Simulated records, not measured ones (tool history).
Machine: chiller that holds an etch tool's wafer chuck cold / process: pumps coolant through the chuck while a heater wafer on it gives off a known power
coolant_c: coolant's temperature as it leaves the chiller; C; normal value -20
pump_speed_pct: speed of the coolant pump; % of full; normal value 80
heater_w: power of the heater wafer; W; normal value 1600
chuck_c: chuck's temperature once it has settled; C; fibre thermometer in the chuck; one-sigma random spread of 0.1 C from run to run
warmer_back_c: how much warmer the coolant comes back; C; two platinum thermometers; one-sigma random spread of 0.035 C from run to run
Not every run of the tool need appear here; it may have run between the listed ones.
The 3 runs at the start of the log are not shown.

run,day,coolant_c,pump_speed_pct,heater_w,chuck_c,warmer_back_c
4,11.633,-11,80,1600,1.7,6.15
5,16.275,-11,80,1600,1.8,6.17
6,19.838,-20,92,1600,-8.2,5.24
7,23.942,-20,71,1600,-5.8,6.97
8,29.383,-20,80,1473,-8.0,5.65
9,35.796,-20,80,1473,-8.0,5.71
10,41.742,-20,80,2112,-2.4,8.23
11,46.542,-20,80,1600,-6.8,6.18
12,49.479,-20,80,1600,-6.7,6.31
13,53.454,-20,80,1600,-6.8,6.33
14,60.021,-20,80,1600,-6.5,6.30
15,65.192,-20,91,1600,-7.7,5.47

Run 16, settings as shown, results not yet in. Your forecast:
16,68.542,-20,80,1184,?,?

chuck_c: -10.1 C
warmer_back_c: 4.69 C
If the tool had no hidden condition, the same run with the same run-to-run variation would have returned chuck_c -11.0 C, warmer_back_c 4.36 C.

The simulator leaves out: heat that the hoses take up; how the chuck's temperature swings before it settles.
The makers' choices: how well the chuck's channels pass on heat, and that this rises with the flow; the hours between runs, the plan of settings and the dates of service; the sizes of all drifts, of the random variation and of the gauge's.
